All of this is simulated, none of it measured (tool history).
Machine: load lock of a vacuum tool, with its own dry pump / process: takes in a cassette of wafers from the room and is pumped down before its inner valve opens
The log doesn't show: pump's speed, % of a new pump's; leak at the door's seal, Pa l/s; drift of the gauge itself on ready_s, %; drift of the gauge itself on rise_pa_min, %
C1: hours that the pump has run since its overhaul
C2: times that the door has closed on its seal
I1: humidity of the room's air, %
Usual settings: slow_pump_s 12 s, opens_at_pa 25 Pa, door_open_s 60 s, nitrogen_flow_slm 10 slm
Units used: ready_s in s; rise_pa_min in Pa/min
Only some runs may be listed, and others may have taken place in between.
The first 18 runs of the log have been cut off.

run 19 hour=3234 | slow_pump_s=12 opens_at_pa=26 door_open_s=60 nitrogen_flow_slm=6 | C1=15225 C2=10043 | I1=44.7 | ready_s=19.7 rise_pa_min=0.031
run 20 hour=3451.3 | slow_pump_s=14 opens_at_pa=39 door_open_s=60 nitrogen_flow_slm=6 | C1=15443 C2=11053 | I1=44.5 | ready_s=20.6 rise_pa_min=0.031
run 21 hour=3552.2 | slow_pump_s=14 opens_at_pa=39 door_open_s=60 nitrogen_flow_slm=6 | C1=15544 C2=11522 | I1=45.2 | ready_s=20.6 rise_pa_min=0.036
run 22 hour=3696.9 | slow_pump_s=14 opens_at_pa=39 door_open_s=60 nitrogen_flow_slm=6 | C1=15688 C2=12195 | I1=45 | ready_s=20.8 rise_pa_min=0.038
run 23 hour=3927.4 | slow_pump_s=14 opens_at_pa=39 door_open_s=60 nitrogen_flow_slm=6 | C1=15919 C2=13266 | I1=47.9 | ready_s=20.6 rise_pa_min=0.04
run 24 hour=4054.7 | slow_pump_s=14 opens_at_pa=39 door_open_s=60 nitrogen_flow_slm=6 | C1=16046 C2=13858 | I1=42.8 | ready_s=20.8 rise_pa_min=0.036
run 25 hour=4269.3 | slow_pump_s=10 opens_at_pa=21 door_open_s=111 nitrogen_flow_slm=7 | C1=16261 C2=14856 | I1=42.9 | ready_s=18.2 rise_pa_min=0.036
run 26 hour=4408 | slow_pump_s=14 opens_at_pa=29 door_open_s=49 nitrogen_flow_slm=35 | C1=16399 C2=15501 | I1=43.1 | ready_s=20.8 rise_pa_min=0.016
run 27 hour=4631.5 | slow_pump_s=12 opens_at_pa=25 door_open_s=60 nitrogen_flow_slm=16 | C1=16623 C2=16539 | I1=42.3 | ready_s=19.8 rise_pa_min=0.022
run 28 hour=4801 | slow_pump_s=12 opens_at_pa=27 door_open_s=60 nitrogen_flow_slm=16 | C1=16792 C2=17327 | I1=43.5 | ready_s=19.6 rise_pa_min=0.027
run 29 hour=4947.7 | slow_pump_s=11 opens_at_pa=34 door_open_s=60 nitrogen_flow_slm=37 | C1=16939 C2=18009 | I1=46.6 | ready_s=18.4 rise_pa_min=0.015
run 30 hour=5115.1 | slow_pump_s=12 opens_at_pa=25 door_open_s=51 nitrogen_flow_slm=10 | C1=17106 C2=18787 | I1=42 | ready_s=19.6 rise_pa_min=0.021
run 31 hour=5340.9 | slow_pump_s=12 opens_at_pa=25 door_open_s=51 nitrogen_flow_slm=10 | C1=17332 C2=19837 | I1=45 | ready_s=19.6 rise_pa_min=0.028
run 32 hour=5474.6 | slow_pump_s=12 opens_at_pa=25 door_open_s=51 nitrogen_flow_slm=10 | C1=17466 C2=20459 | I1=45.5 | ready_s=19.5 rise_pa_min=0.028
run 33 hour=5692.1 | slow_pump_s=12 opens_at_pa=39 door_open_s=90 nitrogen_flow_slm=4 | C1=17683 C2=21469 | I1=40.4 | ready_s=19.2 rise_pa_min=0.041
run 34 hour=5809.3 | slow_pump_s=7 opens_at_pa=27 door_open_s=70 nitrogen_flow_slm=12 | C1=17801 C2=22014 | I1=45.2 | ready_s=15.4 rise_pa_min=0.027
run 35 hour=5945.9 | slow_pump_s=7 opens_at_pa=27 door_open_s=70 nitrogen_flow_slm=12 | C1=17937 C2=22649 | I1=46.2 | ready_s=15.6 rise_pa_min=0.029
run 36 hour=6103.3 | slow_pump_s=13 opens_at_pa=21 door_open_s=60 nitrogen_flow_slm=10 | C1=18095 C2=23381 | I1=43.7 | ready_s=20.3 rise_pa_min=0.031

Each row is a separate what-if for the run after 36, all from the same tool condition, not one after another. Results?
-- hour=6185.6 dry pump taken out, an overhauled one fitted
run A hour=6261.9 | slow_pump_s=13 opens_at_pa=26 door_open_s=52 nitrogen_flow_slm=44 | C1=76 C2=24091 | I1=45.2 | ready_s=? rise_pa_min=?
-- hour=6185.6 dry pump taken out, an overhauled one fitted
run B hour=6261.9 | slow_pump_s=17 opens_at_pa=35 door_open_s=60 nitrogen_flow_slm=5 | C1=76 C2=24091 | I1=45.7 | ready_s=? rise_pa_min=?
-- hour=6185.6 dry pump taken out, an overhauled one fitted
run C hour=6261.9 | slow_pump_s=13 opens_at_pa=32 door_open_s=60 nitrogen_flow_slm=45 | C1=76 C2=24091 | I1=46.7 | ready_s=? rise_pa_min=?
-- hour=6185.6 dry pump taken out, an overhauled one fitted
run D hour=6261.9 | slow_pump_s=8 opens_at_pa=20 door_open_s=60 nitrogen_flow_slm=7 | C1=76 C2=24091 | I1=45.3 | ready_s=? rise_pa_min=?
-- hour=6185.6 dry pump taken out, an overhauled one fitted
run E hour=6261.9 | slow_pump_s=13 opens_at_pa=27 door_open_s=60 nitrogen_flow_slm=10 | C1=76 C2=24091 | I1=43.8 | ready_s=? rise_pa_min=?

run=A ready_s=20.5 rise_pa_min=0.018
run=B ready_s=23.5 rise_pa_min=0.04
run=C ready_s=20.1 rise_pa_min=0.016
run=D ready_s=16.9 rise_pa_min=0.035
run=E ready_s=20 rise_pa_min=0.025
Stripped of hidden state, with their random variation kept, the same runs would have yielded:
run=A ready_s=20.5 rise_pa_min=0.018
run=B ready_s=23.5 rise_pa_min=0.039
run=C ready_s=20.1 rise_pa_min=0.015
run=D ready_s=16.9 rise_pa_min=0.034
run=E ready_s=20 rise_pa_min=0.025
